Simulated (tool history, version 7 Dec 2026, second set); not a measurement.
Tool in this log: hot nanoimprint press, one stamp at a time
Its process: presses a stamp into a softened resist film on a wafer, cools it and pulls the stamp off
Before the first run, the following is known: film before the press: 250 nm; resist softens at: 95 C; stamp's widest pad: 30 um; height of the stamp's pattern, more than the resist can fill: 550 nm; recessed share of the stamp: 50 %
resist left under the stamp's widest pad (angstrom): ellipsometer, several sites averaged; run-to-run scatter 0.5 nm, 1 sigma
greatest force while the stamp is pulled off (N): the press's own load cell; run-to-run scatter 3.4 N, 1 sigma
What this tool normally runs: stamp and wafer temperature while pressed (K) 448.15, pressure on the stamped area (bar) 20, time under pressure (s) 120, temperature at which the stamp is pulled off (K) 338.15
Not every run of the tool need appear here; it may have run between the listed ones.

run,hour,stamp and wafer temperature while pressed (K),pressure on the stamped area (bar),time under pressure (s),temperature at which the stamp is pulled off (K),resist left under the stamp's widest pad (angstrom),greatest force while the stamp is pulled off (N)
1,0,448.15,20,120,338.15,1165,163
2,27.4,448.15,20,120,338.15,1159,162
3,47.4,448.15,20,94,338.15,1258,170
4,60.7,448.15,20,94,338.15,1262,176
5,75.5,437.15,20,94,338.15,1873,169
6,103.6,437.15,20,94,338.15,1869,162
7,116.6,437.15,18.2,94,338.15,1904,165
8,144,437.15,18.2,94,338.15,1901,172
9,163,437.15,18.2,94,338.15,1894,170
10,177,448.15,20,120,338.15,1142,167
11,195.2,448.15,20,120,338.15,1146,161
12,224.8,448.15,20,170,340.15,1010,158
13,250.3,448.15,20,120,341.15,1137,158
14,271.4,441.15,20,123,334.15,1531,180
15,293.7,441.15,20,123,334.15,1517,178
16,316.2,448.15,21.1,69,339.15,1346,162
17,338.9,448.15,30.1,69,339.15,1127,165
18,365.4,438.15,15.1,120,340.15,1863,161
19,383,442.15,20,67,339.15,1733,168
20,403.2,442.15,20,67,339.15,1718,162
21,424.9,448.15,24.4,120,338.15,1027,165
22,452.4,448.15,24.4,120,338.15,1041,164

The log once held 3 entries between its listed runs, left out of this copy. Where does each go, and what is different about the tool's unlogged condition between the listed run before it and the listed run after it?
Between runs 13 and 14: gauge calibrated (hour 265.2)
  pressure that arrives at the usual setting, %: 99.82 -> 99.81; grip of the stamp's worn release coat, % over a new coat's: 1.4 -> 1.5; drift of the gauge itself on residual_nm, %: -2.05 -> -0.05
  measured value less the no-hidden-state value, resist left under the stamp's widest pad (angstrom): -24 -> -1
Between runs 19 and 20: stamp cleaned and given a new release coat (hour 396.9)
  grip of the stamp's worn release coat, % over a new coat's: 1.9 -> 0; drift of the gauge itself on residual_nm, %: -0.97 -> -1.08
  measured value less the no-hidden-state value, resist left under the stamp's widest pad (angstrom): -18 -> -19
Between runs 21 and 22: plate thermocouple calibrated (hour 433.7)
  true temperature over the reading, C: 0.04 -> 0.01; grip of the stamp's worn release coat, % over a new coat's: 0.1 -> 0.2; drift of the gauge itself on residual_nm, %: -1.26 -> -1.46
  measured value less the no-hidden-state value, resist left under the stamp's widest pad (angstrom): -14 -> -14
